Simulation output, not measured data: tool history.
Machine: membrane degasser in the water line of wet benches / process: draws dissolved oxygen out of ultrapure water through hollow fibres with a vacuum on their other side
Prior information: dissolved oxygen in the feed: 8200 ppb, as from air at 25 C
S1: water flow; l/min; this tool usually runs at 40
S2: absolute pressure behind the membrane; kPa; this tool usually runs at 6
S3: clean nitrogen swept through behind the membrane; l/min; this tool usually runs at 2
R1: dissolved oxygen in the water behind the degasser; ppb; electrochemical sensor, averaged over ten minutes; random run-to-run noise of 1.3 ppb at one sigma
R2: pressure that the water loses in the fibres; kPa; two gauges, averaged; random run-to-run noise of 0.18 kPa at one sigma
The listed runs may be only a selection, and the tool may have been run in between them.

Run 1, day 0: usual settings. Result: R1 138.5 ppb, R2 32.3 kPa.
Run 2, day 2.808: usual settings. Result: R1 134.3 ppb, R2 32.5 kPa.
Run 3, day 5.596: usual settings. Result: R1 135.9 ppb, R2 32.45 kPa.
Run 4, day 8.467: usual settings. Result: R1 135.7 ppb, R2 32.55 kPa.
Run 5, day 11.333: usual settings. Result: R1 138.4 ppb, R2 32.63 kPa.
Run 6, day 13.712: usual settings but S3 5.55 l/min. Result: R1 56.7 ppb, R2 32.52 kPa.
Run 7, day 16.583: usual settings but S3 5.55 l/min. Result: R1 55.9 ppb, R2 32.19 kPa.
Run 8, day 19.546: usual settings but S3 5.55 l/min. Result: R1 55.1 ppb, R2 32.59 kPa.
Run 9, day 21.333: usual settings but S3 5.55 l/min. Result: R1 55.5 ppb, R2 32.45 kPa.
Run 10, day 23.362: usual settings but S3 5.55 l/min. Result: R1 55.3 ppb, R2 32.28 kPa.
Run 11, day 25.008: usual settings but S1 38 l/min, S2 6.79 kPa, S3 2.65 l/min. Result: R1 126.7 ppb, R2 30.81 kPa.
Run 12, day 27.108: usual settings but S1 38 l/min, S2 6.79 kPa, S3 4.88 l/min. Result: R1 73.8 ppb, R2 30.85 kPa.
Run 13, day 28.508: usual settings but S1 38 l/min, S2 6.79 kPa, S3 4.88 l/min. Result: R1 74.8 ppb, R2 31.04 kPa.
Run 14, day 30.892: usual settings but S1 38 l/min, S2 6.79 kPa, S3 2.36 l/min. Result: R1 142.4 ppb, R2 31.03 kPa.
Run 15, day 33.854: usual settings but S1 38 l/min, S2 6.63 kPa, S3 5.6 l/min. Result: R1 63 ppb, R2 31.02 kPa.
Run 16, day 35.596: usual settings but S1 43 l/min, S2 10.32 kPa, S3 5.5 l/min. Result: R1 140.8 ppb, R2 34.95 kPa.
Run 17, day 37.792: usual settings but S1 43 l/min, S2 10.32 kPa, S3 5.5 l/min. Result: R1 140.5 ppb, R2 35.13 kPa.
Run 18, day 39.708: usual settings but S1 26 l/min, S2 10.18 kPa, S3 5.5 l/min. Result: R1 84.5 ppb, R2 21.51 kPa.
Run 19, day 42.625: usual settings but S1 53 l/min, S2 3.97 kPa, S3 1.47 l/min. Result: R1 81.2 ppb, R2 43.61 kPa.

Consider 3 possible next runs. They are alternatives, not a sequence: every one starts from the tool as it was left by run 19. What does each give?
Run A, day 44.638: usual settings but S3 3.45 l/min. Result: R1 ?, R2 ?.
Run B, day 44.638: usual settings but S2 6.19 kPa, S3 1.6 l/min. Result: R1 ?, R2 ?.
Run C, day 44.638: usual settings but S2 6.69 kPa, S3 2.65 l/min. Result: R1 ?, R2 ?.

run     R1     R2
  A   87.1  32.77
  B    180  32.74
  C  131.3  32.83
Without the tool's unlogged condition, the same runs would have read:
run     R1     R2
  A   78.8  32.09
  B  164.5  32.06
  C  121.1  32.16

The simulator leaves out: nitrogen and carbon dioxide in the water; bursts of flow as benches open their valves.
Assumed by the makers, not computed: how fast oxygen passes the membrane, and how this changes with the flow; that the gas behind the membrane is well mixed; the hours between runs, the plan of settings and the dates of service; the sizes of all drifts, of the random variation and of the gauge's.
